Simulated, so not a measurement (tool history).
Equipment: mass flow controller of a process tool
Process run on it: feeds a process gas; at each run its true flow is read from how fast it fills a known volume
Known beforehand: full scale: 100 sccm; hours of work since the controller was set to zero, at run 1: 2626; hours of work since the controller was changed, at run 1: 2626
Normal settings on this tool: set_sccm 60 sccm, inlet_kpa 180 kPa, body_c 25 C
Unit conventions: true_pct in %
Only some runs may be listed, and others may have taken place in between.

| run | hour | set_sccm | inlet_kpa | body_c | hours of work since the controller was set to zero | hours of work since the controller was changed | true_pct |
|---|---|---|---|---|---|---|---|
| 1 | 0 | 60 | 180 | 25 | 2626 | 2626 | 98.18 |
| 2 | 197.6 | 60 | 180 | 25 | 2754 | 2754 | 98.15 |
| 3 | 293.1 | 37 | 180 | 25 | 2815 | 2815 | 97.57 |
| 4 | 422.9 | 18 | 180 | 25 | 2899 | 2899 | 96.26 |
| 5 | 595.5 | 60 | 180 | 25 | 3010 | 3010 | 98.16 |
| 6 | 720.6 | 60 | 180 | 25 | 3091 | 3091 | 98.02 |
| 7 | 902.4 | 60 | 180 | 25 | 3208 | 3208 | 98 |
| 8 | 1028.3 | 60 | 180 | 25 | 3289 | 3289 | 97.93 |
| 9 | 1192.8 | 60 | 255 | 25 | 3395 | 3395 | 98.26 |
| 10 | 1408.3 | 60 | 255 | 25 | 3534 | 3534 | 97.88 |
| 11 | 1498.8 | 60 | 255 | 25 | 3592 | 3592 | 98.02 |
| 12 | 1649.8 | 60 | 255 | 25 | 3689 | 3689 | 97.85 |
| 13 | 1829.1 | 60 | 187 | 25 | 3805 | 3805 | 97.65 |
| 14 | 2007.8 | 60 | 187 | 25 | 3920 | 3920 | 97.5 |
| 15 | 2142.2 | 60 | 180 | 34 | 4007 | 4007 | 97.35 |
| 16 | 2333.3 | 60 | 180 | 34 | 4130 | 4130 | 97.35 |
| 17 | 2527.8 | 15 | 180 | 34 | 4255 | 4255 | 94.26 |
| 18 | 2686.9 | 15 | 180 | 36 | 4357 | 4357 | 94.16 |
| 19 | 2821.4 | 15 | 180 | 36 | 4444 | 4444 | 94.11 |
| 20 | 3002.4 | 15 | 180 | 36 | 4561 | 4561 | 93.97 |
| 21 | 3189.5 | 60 | 260 | 25 | 4681 | 4681 | 97.54 |
| 22 | 3359 | 60 | 260 | 25 | 4791 | 4791 | 97.44 |
|  | 3515.8 | controller's zero set anew |
| 23 | 3565.7 | 60 | 202 | 25 | 32 | 4923 | 98.03 |
| 24 | 3697.4 | 48 | 202 | 25 | 117 | 5008 | 98 |
| 25 | 3806.9 | 48 | 202 | 25 | 188 | 5079 | 98.11 |
| 26 | 4006 | 18 | 202 | 33 | 316 | 5207 | 97.17 |
| 27 | 4204 | 18 | 202 | 33 | 443 | 5335 | 97.13 |
| 28 | 4416.5 | 37 | 159 | 24 | 580 | 5472 | 97.41 |
| 29 | 4563 | 65 | 257 | 26 | 675 | 5566 | 98.05 |
| 30 | 4751.9 | 20 | 159 | 26 | 796 | 5688 | 97.06 |
| 31 | 4897.7 | 15 | 159 | 24 | 890 | 5782 | 96.64 |
| 32 | 5014.5 | 15 | 180 | 29 | 966 | 5857 | 96.52 |
| 33 | 5149.5 | 17 | 157 | 29 | 1053 | 5944 | 96.49 |
| 34 | 5313.2 | 11 | 201 | 31 | 1158 | 6049 | 95.91 |
| 35 | 5427.4 | 11 | 201 | 31 | 1232 | 6123 | 95.82 |
| 36 | 5565.4 | 11 | 201 | 31 | 1321 | 6212 | 95.75 |
| 37 | 5675.5 | 60 | 180 | 33 | 1391 | 6283 | 97.25 |
| 38 | 5805.2 | 23 | 145 | 20 | 1475 | 6366 | 96.64 |
| 39 | 5929.7 | 20 | 227 | 28 | 1555 | 6446 | 96.39 |
| 40 | 6091.4 | 13 | 189 | 32 | 1659 | 6551 | 95.63 |
| 41 | 6277.5 | 38 | 259 | 32 | 1779 | 6670 | 96.75 |
| 42 | 6469.9 | 38 | 259 | 38 | 1903 | 6794 | 96.8 |
| 43 | 6648.5 | 60 | 146 | 40 | 2018 | 6910 | 96.68 |
| 44 | 6772.7 | 36 | 184 | 23 | 2098 | 6990 | 96.57 |
| 45 | 6932.5 | 36 | 184 | 23 | 2201 | 7092 | 96.59 |

Predict each of these 4 candidate next runs independently; none follows another, all start after run 45:
| A | 7082 | 32 | 180 | 26 | 2298 | 7189 | ? |
| B | 7082 | 36 | 156 | 36 | 2298 | 7189 | ? |
| C | 7082 | 42 | 207 | 25 | 2298 | 7189 | ? |
| D | 7082 | 36 | 204 | 38 | 2298 | 7189 | ? |

| run | true_pct |
|---|---|
| A | 96.34 |
| B | 96.24 |
| C | 96.72 |
| D | 96.22 |
The same runs, with their run-to-run variation unchanged, on a tool lacking any hidden condition would have given:
| run | true_pct |
|---|---|
| A | 99.25 |
| B | 99.06 |
| C | 99.44 |
| D | 99.03 |

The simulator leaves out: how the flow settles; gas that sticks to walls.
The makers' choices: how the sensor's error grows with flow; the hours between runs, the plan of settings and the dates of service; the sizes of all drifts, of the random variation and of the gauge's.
